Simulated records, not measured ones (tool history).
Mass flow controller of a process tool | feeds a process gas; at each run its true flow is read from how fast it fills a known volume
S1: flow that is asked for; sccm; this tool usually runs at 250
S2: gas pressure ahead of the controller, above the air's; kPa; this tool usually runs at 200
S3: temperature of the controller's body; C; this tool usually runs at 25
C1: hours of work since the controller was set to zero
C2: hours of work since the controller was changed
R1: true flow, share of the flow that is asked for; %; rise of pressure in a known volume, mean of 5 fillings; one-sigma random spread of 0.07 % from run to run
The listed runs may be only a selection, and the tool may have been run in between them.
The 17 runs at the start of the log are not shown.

{"run": 18, "hour": 2645.9, "S1": 250, "S2": 200, "S3": 25, "C1": 4480, "C2": 4480, "R1": 99.87}
{"run": 19, "hour": 2890.4, "S1": 234, "S2": 249, "S3": 25, "C1": 4608, "C2": 4608, "R1": 99.67}
{"run": 20, "hour": 3072.4, "S1": 98, "S2": 223, "S3": 24, "C1": 4703, "C2": 4703, "R1": 97.39}
{"run": 21, "hour": 3281.6, "S1": 250, "S2": 200, "S3": 38, "C1": 4813, "C2": 4813, "R1": 98.46}
{"run": 22, "hour": 3416.7, "S1": 250, "S2": 172, "S3": 31, "C1": 4884, "C2": 4884, "R1": 99.23}
{"run": 23, "hour": 3527.0, "S1": 250, "S2": 172, "S3": 31, "C1": 4942, "C2": 4942, "R1": 99.33}
{"run": 24, "hour": 3747.2, "S1": 82, "S2": 246, "S3": 21, "C1": 5057, "C2": 5057, "R1": 96.91}
{"run": 25, "hour": 3849.1, "S1": 270, "S2": 200, "S3": 26, "C1": 5110, "C2": 5110, "R1": 100.08}
{"run": 26, "hour": 4026.3, "S1": 270, "S2": 200, "S3": 26, "C1": 5203, "C2": 5203, "R1": 100.04}
{"run": 27, "hour": 4133.4, "S1": 270, "S2": 200, "S3": 31, "C1": 5259, "C2": 5259, "R1": 99.57}
{"run": 28, "hour": 4307.8, "S1": 270, "S2": 200, "S3": 31, "C1": 5351, "C2": 5351, "R1": 99.68}
{"run": 29, "hour": 4417.7, "S1": 54, "S2": 267, "S3": 20, "C1": 5408, "C2": 5408, "R1": 94.54}
{"run": 30, "hour": 4585.6, "S1": 54, "S2": 267, "S3": 20, "C1": 5496, "C2": 5496, "R1": 94.51}
{"run": 31, "hour": 4745.8, "S1": 54, "S2": 267, "S3": 20, "C1": 5580, "C2": 5580, "R1": 94.48}
{"run": 32, "hour": 4885.2, "S1": 54, "S2": 267, "S3": 20, "C1": 5653, "C2": 5653, "R1": 94.5}
{"run": 33, "hour": 5080.7, "S1": 267, "S2": 267, "S3": 36, "C1": 5755, "C2": 5755, "R1": 99.1}
{"run": 34, "hour": 5270.2, "S1": 67, "S2": 189, "S3": 37, "C1": 5855, "C2": 5855, "R1": 94.02}

What if the next run were any one of these 3? Each begins from the tool's condition after run 34:
{"run": "A", "hour": 5503.8, "S1": 93, "S2": 245, "S3": 31, "C1": 5977, "C2": 5977, "R1": "?"}
{"run": "B", "hour": 5503.8, "S1": 67, "S2": 189, "S3": 22, "C1": 5977, "C2": 5977, "R1": "?"}
{"run": "C", "hour": 5503.8, "S1": 122, "S2": 200, "S3": 25, "C1": 5977, "C2": 5977, "R1": "?"}

run=A R1=96.20
run=B R1=95.57
run=C R1=98.11
Stripped of hidden state, with their random variation kept, the same runs would have yielded:
run=A R1=97.02
run=B R1=97.92
run=C R1=97.99

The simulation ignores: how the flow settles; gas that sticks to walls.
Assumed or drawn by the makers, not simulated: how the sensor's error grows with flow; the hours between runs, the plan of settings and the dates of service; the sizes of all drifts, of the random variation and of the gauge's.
